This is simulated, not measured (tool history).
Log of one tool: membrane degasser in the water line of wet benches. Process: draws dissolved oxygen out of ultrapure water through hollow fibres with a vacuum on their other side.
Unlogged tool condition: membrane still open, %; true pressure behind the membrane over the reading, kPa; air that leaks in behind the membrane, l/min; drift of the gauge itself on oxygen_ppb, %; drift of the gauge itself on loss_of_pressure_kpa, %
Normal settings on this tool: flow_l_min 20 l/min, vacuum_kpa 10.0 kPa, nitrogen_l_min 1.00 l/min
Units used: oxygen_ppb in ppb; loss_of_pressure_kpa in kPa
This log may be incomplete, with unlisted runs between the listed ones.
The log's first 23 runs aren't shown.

| run | hour | flow_l_min | vacuum_kpa | nitrogen_l_min | hours since the membrane was changed | hours since the vacuum gauge was calibrated | hours since the vacuum lines were made tight | oxygen_ppb | loss_of_pressure_kpa |
|---|---|---|---|---|---|---|---|---|---|
| 24 | 2125.9 | 20 | 6.5 | 0.94 | 4149 | 1019 | 911 | 174.5 | 49.35 |
| 25 | 2269.4 | 20 | 15.1 | 1.00 | 4293 | 1163 | 1055 | 526.4 | 49.65 |
| 26 | 2395.0 | 25 | 10.0 | 1.00 | 4418 | 1288 | 1180 | 391.2 | 61.70 |
| 27 | 2525.6 | 27 | 10.0 | 0.48 | 4549 | 1419 | 1311 | 707.7 | 67.45 |
| 28 | 2597.3 | 12 | 6.7 | 0.48 | 4621 | 1491 | 1383 | 193.4 | 29.91 |
| 29 | 2704.3 | 15 | 6.2 | 0.56 | 4728 | 1598 | 1490 | 182.2 | 37.24 |
| 30 | 2796.2 | 15 | 6.2 | 0.56 | 4819 | 1689 | 1582 | 182.8 | 37.28 |
| 31 | 2892.4 | 13 | 8.3 | 0.56 | 4916 | 1786 | 1678 | 262.3 | 32.01 |

Below are 4 alternative next runs, each starting from the tool's condition after run 31. Predict each:
| A | 3003.7 | 26 | 16.5 | 0.41 | 5027 | 1897 | 1789 | ? | ? |
| B | 3003.7 | 12 | 7.1 | 0.62 | 5027 | 1897 | 1789 | ? | ? |
| C | 3003.7 | 28 | 8.3 | 1.19 | 5027 | 1897 | 1789 | ? | ? |
| D | 3003.7 | 21 | 22.6 | 0.56 | 5027 | 1897 | 1789 | ? | ? |

| run | oxygen_ppb | loss_of_pressure_kpa |
|---|---|---|
| A | 1360.3 | 64.59 |
| B | 173.7 | 29.93 |
| C | 306.8 | 69.66 |
| D | 1307.3 | 52.42 |
Without the tool's unlogged condition, the same runs would have read:
| run | oxygen_ppb | loss_of_pressure_kpa |
|---|---|---|
| A | 1353.2 | 62.82 |
| B | 169.9 | 29.11 |
| C | 297.7 | 67.75 |
| D | 1300.2 | 50.99 |
